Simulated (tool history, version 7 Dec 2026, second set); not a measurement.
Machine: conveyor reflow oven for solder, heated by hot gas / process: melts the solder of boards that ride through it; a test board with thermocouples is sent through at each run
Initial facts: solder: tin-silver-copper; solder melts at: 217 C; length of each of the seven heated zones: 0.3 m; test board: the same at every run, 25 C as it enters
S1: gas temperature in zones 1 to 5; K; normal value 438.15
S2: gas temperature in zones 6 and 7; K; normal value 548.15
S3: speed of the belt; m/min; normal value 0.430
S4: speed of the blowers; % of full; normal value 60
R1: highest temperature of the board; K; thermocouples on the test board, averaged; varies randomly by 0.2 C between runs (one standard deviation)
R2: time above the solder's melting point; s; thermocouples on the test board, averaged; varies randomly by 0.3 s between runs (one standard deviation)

run,hour,S1,S2,S3,S4,R1,R2
1,0.0,438.15,548.15,0.430,60,527.25,60.9
2,33.8,438.15,548.15,0.430,60,525.75,59.1
3,50.0,438.15,548.15,0.357,60,532.55,79.7
4,76.7,438.15,548.15,0.357,60,532.65,78.9
5,94.9,438.15,548.15,0.357,60,532.35,78.9
6,127.3,438.15,548.15,0.430,60,525.25,58.7
7,146.3,438.15,548.15,0.430,60,529.95,62.4
8,170.2,438.15,548.15,0.430,60,529.35,63.0
9,188.3,438.15,548.15,0.430,68,531.25,64.1
10,215.3,438.15,548.15,0.430,68,531.25,64.3
11,232.7,438.15,548.15,0.430,68,531.25,64.7
12,250.9,438.15,548.15,0.430,60,528.95,63.0
13,277.8,438.15,548.15,0.430,60,528.75,62.4
14,298.9,438.15,548.15,0.430,60,529.05,63.0
15,330.3,432.15,543.15,0.430,53,521.25,53.4
16,356.8,432.15,543.15,0.368,67,529.85,73.5
17,382.0,440.15,558.15,0.378,67,543.95,83.9
18,404.4,440.15,558.15,0.378,67,543.55,84.2
19,439.8,445.15,558.15,0.378,79,547.75,86.3
20,465.6,445.15,556.15,0.361,79,546.95,90.0
21,493.0,443.15,552.15,0.395,71,539.05,76.6
22,511.0,438.15,562.15,0.433,60,541.05,69.0
23,535.2,438.15,562.15,0.433,60,540.95,68.4
24,558.4,438.15,543.15,0.351,69,533.05,81.1
25,576.5,438.15,543.15,0.351,69,532.65,81.4
26,597.6,427.15,543.15,0.351,56,528.75,73.4
27,620.1,427.15,543.15,0.351,56,528.25,73.1
28,635.2,450.15,543.15,0.351,65,532.95,86.5

The log once held 4 entries between its listed runs, left out of this copy. Where does each go, and what is different about the tool's unlogged condition between the listed run before it and the listed run after it?
After run 1, before run 2: flux residue cleaned out of gas plates and filters (hour 13.1)
  heat that the gas passes to the board, % of a clean oven's: 91.7 -> 86.1; belt's true speed, % of the reading: 99.08 -> 99.02; true gas temperature in zones 6 and 7 over the reading, C: -0.17 -> -0.14
  difference, measured minus the result without the unlogged condition, R1: -1.90 -> -3.50 K; R2: -1.2 -> -2.8 s
After run 6, before run 7: flux residue cleaned out of gas plates and filters, once more (hour 143.0)
  heat that the gas passes to the board, % of a clean oven's: 83.9 -> 99.8; belt's true speed, % of the reading: 98.84 -> 98.81; true gas temperature in zones 6 and 7 over the reading, C: -0.02 -> 0
  difference, measured minus the result without the unlogged condition, R1: -3.90 -> +0.40 K; R2: -3.3 -> +1.1 s
After run 18, before run 19: belt drive overhauled, speed set with a stopwatch (hour 423.7); flux residue cleaned out of gas plates and filters (hour 435.8)
  heat that the gas passes to the board, % of a clean oven's: 92.4 -> 99.8; belt's true speed, % of the reading: 98.28 -> 100.04; true gas temperature in zones 6 and 7 over the reading, C: 0.33 -> 0.36
  difference, measured minus the result without the unlogged condition, R1: -0.90 -> +0.30 K; R2: +0.8 -> +0.1 s
